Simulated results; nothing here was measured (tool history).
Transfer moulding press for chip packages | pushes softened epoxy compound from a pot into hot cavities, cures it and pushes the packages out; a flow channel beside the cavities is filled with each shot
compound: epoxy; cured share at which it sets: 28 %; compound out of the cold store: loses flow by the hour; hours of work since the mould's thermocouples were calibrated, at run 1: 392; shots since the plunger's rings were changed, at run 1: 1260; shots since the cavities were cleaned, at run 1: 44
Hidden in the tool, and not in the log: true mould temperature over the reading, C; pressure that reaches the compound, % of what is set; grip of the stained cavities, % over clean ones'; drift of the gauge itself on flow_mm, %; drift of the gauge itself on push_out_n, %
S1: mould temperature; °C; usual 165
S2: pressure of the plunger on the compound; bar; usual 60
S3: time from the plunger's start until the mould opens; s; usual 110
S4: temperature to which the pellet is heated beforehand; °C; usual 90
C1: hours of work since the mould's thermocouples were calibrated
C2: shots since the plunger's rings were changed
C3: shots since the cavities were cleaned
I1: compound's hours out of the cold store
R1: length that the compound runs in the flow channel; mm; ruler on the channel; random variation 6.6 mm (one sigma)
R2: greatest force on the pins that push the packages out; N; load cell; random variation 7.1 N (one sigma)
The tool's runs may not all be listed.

| run | hour | S1 | S2 | S3 | S4 | C1 | C2 | C3 | I1 | R1 | R2 |
|---|---|---|---|---|---|---|---|---|---|---|---|
| 1 | 0 | 165 | 60 | 110 | 90 | 392 | 1260 | 44 | 19.5 | 850 | 314 |
| 2 | 20.2 | 165 | 60 | 110 | 90 | 401 | 1414 | 198 | 27 | 800 | 351 |
| 3 | 31.2 | 165 | 60 | 110 | 90 | 407 | 1499 | 283 | 44.9 | 721 | 393 |
| 4 | 51.8 | 165 | 60 | 110 | 90 | 417 | 1656 | 440 | 29 | 802 | 417 |
| 5 | 69.1 | 165 | 60 | 110 | 90 | 425 | 1789 | 573 | 9.8 | 901 | 459 |
|  | 75.3 | cavities cleaned with cleaning compound and waxed |
| 6 | 90.7 | 165 | 60 | 110 | 90 | 435 | 1943 | 118 | 19.7 | 830 | 339 |
| 7 | 113.1 | 165 | 60 | 110 | 90 | 446 | 2114 | 289 | 35.2 | 756 | 376 |
| 8 | 122.5 | 165 | 60 | 110 | 90 | 451 | 2186 | 361 | 21.7 | 829 | 401 |
| 9 | 137 | 165 | 60 | 98 | 90 | 458 | 2297 | 472 | 24.6 | 814 | 490 |
| 10 | 150.5 | 160 | 60 | 110 | 90 | 465 | 2400 | 575 | 31.8 | 793 | 548 |
|  | 157.9 | cavities cleaned with cleaning compound and waxed |
| 11 | 172.2 | 160 | 60 | 110 | 90 | 475 | 2555 | 109 | 45.8 | 720 | 371 |
| 12 | 194.5 | 160 | 60 | 110 | 90 | 485 | 2726 | 280 | 32.9 | 784 | 468 |
| 13 | 213.6 | 160 | 60 | 110 | 90 | 495 | 2872 | 426 | 14.7 | 877 | 518 |
| 14 | 234.2 | 160 | 60 | 110 | 90 | 505 | 3029 | 583 | 37.8 | 755 | 545 |
|  | 238 | mould's thermocouples calibrated |
|  | 241.1 | cavities cleaned with cleaning compound and waxed |
| 15 | 258 | 160 | 60 | 110 | 90 | 9 | 3185 | 130 | 19.2 | 850 | 419 |
| 16 | 268.4 | 159 | 60 | 110 | 90 | 14 | 3265 | 210 | 14.3 | 888 | 494 |
|  | 281.3 | mould's thermocouples calibrated, once more |
| 17 | 285.6 | 163 | 60 | 101 | 90 | 2 | 3381 | 326 | 46.1 | 707 | 447 |
| 18 | 306.5 | 163 | 60 | 101 | 90 | 12 | 3541 | 486 | 11 | 864 | 528 |
| 19 | 318.4 | 163 | 48.8 | 95 | 93 | 18 | 3632 | 577 | 31.2 | 705 | 595 |
|  | 324.6 | cavities cleaned with cleaning compound and waxed |
| 20 | 337.2 | 171 | 63.8 | 104 | 99 | 27 | 3765 | 97 | 24.5 | 793 | 317 |
| 21 | 351.2 | 162 | 50.2 | 150 | 93 | 34 | 3871 | 203 | 25.4 | 742 | 340 |
| 22 | 362.2 | 161 | 59.6 | 92 | 87 | 39 | 3956 | 288 | 44.5 | 707 | 596 |
| 23 | 379.3 | 173 | 60 | 110 | 85 | 47 | 4087 | 419 | 35.2 | 714 | 373 |
| 24 | 396.4 | 173 | 60 | 110 | 85 | 56 | 4217 | 549 | 25.3 | 745 | 406 |
|  | 405.7 | cavities cleaned with cleaning compound and waxed |
| 25 | 408.9 | 171 | 60 | 110 | 90 | 61 | 4301 | 24 | 39.6 | 691 | 284 |
| 26 | 425.5 | 159 | 60 | 141 | 100 | 69 | 4428 | 151 | 11.4 | 879 | 354 |
| 27 | 437.5 | 159 | 60 | 141 | 100 | 75 | 4520 | 243 | 15.6 | 853 | 366 |
| 28 | 450.3 | 165 | 60 | 143 | 87 | 81 | 4618 | 341 | 32.6 | 742 | 358 |
| 29 | 465.2 | 165 | 60 | 143 | 87 | 89 | 4732 | 455 | 14.4 | 823 | 374 |

4 ways to go on from here, each from the tool as it stands after run 29. What would each give?
| A | 475.6 | 165 | 60 | 110 | 85 | 94 | 4812 | 535 | 44.9 | ? | ? |
| B | 475.6 | 165 | 60 | 121 | 88 | 94 | 4812 | 535 | 25 | ? | ? |
| C | 475.6 | 161 | 60 | 110 | 90 | 94 | 4812 | 535 | 46.7 | ? | ? |
| D | 475.6 | 166 | 60 | 110 | 90 | 94 | 4812 | 535 | 27.5 | ? | ? |

| run | R1 | R2 |
|---|---|---|
| A | 690 | 415 |
| B | 780 | 414 |
| C | 697 | 494 |
| D | 752 | 437 |
Without the tool's hidden state the same runs would have given:
| run | R1 | R2 |
|---|---|---|
| A | 747 | 285 |
| B | 844 | 283 |
| C | 754 | 342 |
| D | 814 | 299 |

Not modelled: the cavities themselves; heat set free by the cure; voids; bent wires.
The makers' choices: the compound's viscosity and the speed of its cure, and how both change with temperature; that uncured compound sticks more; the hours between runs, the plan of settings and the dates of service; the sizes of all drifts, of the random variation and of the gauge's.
